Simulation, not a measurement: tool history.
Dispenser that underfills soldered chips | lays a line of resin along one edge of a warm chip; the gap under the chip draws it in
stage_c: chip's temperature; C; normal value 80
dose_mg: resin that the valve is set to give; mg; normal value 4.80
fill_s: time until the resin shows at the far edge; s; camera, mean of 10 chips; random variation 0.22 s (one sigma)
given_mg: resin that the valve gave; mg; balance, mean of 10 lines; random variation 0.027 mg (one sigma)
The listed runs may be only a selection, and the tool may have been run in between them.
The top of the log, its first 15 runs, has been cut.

At day 4.804: new syringe of resin.
Run 16, day 4.812: usual settings but stage_c 83 C. Result: fill_s 4.4 s, given_mg 4.51 mg.
At day 5.154: dispensing valve cleaned and set on the balance.
Run 17, day 5.154: usual settings but stage_c 83 C. Result: fill_s 5.5 s, given_mg 4.81 mg.
At day 5.196: new syringe of resin.
At day 5.546: new syringe of resin.
Run 18, day 5.579: usual settings but stage_c 91 C, dose_mg 4.26 mg. Result: fill_s 3.5 s, given_mg 4.25 mg.
Run 19, day 5.875: usual settings but stage_c 81 C, dose_mg 4.13 mg. Result: fill_s 6.6 s, given_mg 4.11 mg.
At day 5.921: new syringe of resin.
Run 20, day 6.158: usual settings but stage_c 94 C, dose_mg 5.35 mg. Result: fill_s 3.9 s, given_mg 5.19 mg.
At day 6.292: new syringe of resin.
Run 21, day 6.454: usual settings but stage_c 68 C, dose_mg 4.74 mg. Result: fill_s 8.4 s, given_mg 4.65 mg.
At day 6.646: new syringe of resin.
Run 22, day 6.842: usual settings but stage_c 68 C, dose_mg 4.74 mg. Result: fill_s 8.3 s, given_mg 4.64 mg.
At day 7.004: new syringe of resin.
Run 23, day 7.238: usual settings but stage_c 68 C, dose_mg 4.74 mg. Result: fill_s 8.6 s, given_mg 4.60 mg.
At day 7.354: new syringe of resin.
Run 24, day 7.671: usual settings but stage_c 91 C, dose_mg 4.24 mg. Result: fill_s 4.8 s, given_mg 4.09 mg.
At day 7.717: new syringe of resin.
Run 25, day 8.038: usual settings but stage_c 70 C, dose_mg 5.76 mg. Result: fill_s 8.8 s, given_mg 5.52 mg.
At day 8.088: new syringe of resin.
Run 26, day 8.312: usual settings but stage_c 86 C, dose_mg 4.92 mg. Result: fill_s 4.9 s, given_mg 4.69 mg.
At day 8.462: new syringe of resin.
Run 27, day 8.538: usual settings but stage_c 70 C, dose_mg 4.37 mg. Result: fill_s 7.4 s, given_mg 4.14 mg.
At day 8.825: new syringe of resin.
Run 28, day 8.929: usual settings but dose_mg 5.31 mg. Result: fill_s 5.7 s, given_mg 5.01 mg.
At day 9.188: new syringe of resin.
Run 29, day 9.371: usual settings but dose_mg 5.31 mg. Result: fill_s 5.7 s, given_mg 5.01 mg.
At day 9.567: new syringe of resin.
Run 30, day 9.658: usual settings but dose_mg 5.31 mg. Result: fill_s 5.4 s, given_mg 5.01 mg.
Run 31, day 9.854: usual settings but dose_mg 5.31 mg. Result: fill_s 6.4 s, given_mg 4.97 mg.
At day 9.933: new syringe of resin.
Run 32, day 10.204: usual settings but stage_c 87 C, dose_mg 5.31 mg. Result: fill_s 5.0 s, given_mg 4.92 mg.

Run 33 has not been measured yet. What should we expect?
At day 10.304: new syringe of resin.
At day 10.383: dispensing valve cleaned and set on the balance.
At day 10.700: new syringe of resin.
Run 33, day 10.700: usual settings but stage_c 88 C, dose_mg 4.98 mg. Result: fill_s ?, given_mg ?.

fill_s: 3.8 s
given_mg: 4.93 mg
The same run, on a tool lacking any hidden state, would have yielded fill_s 3.7 s, given_mg 4.96 mg.
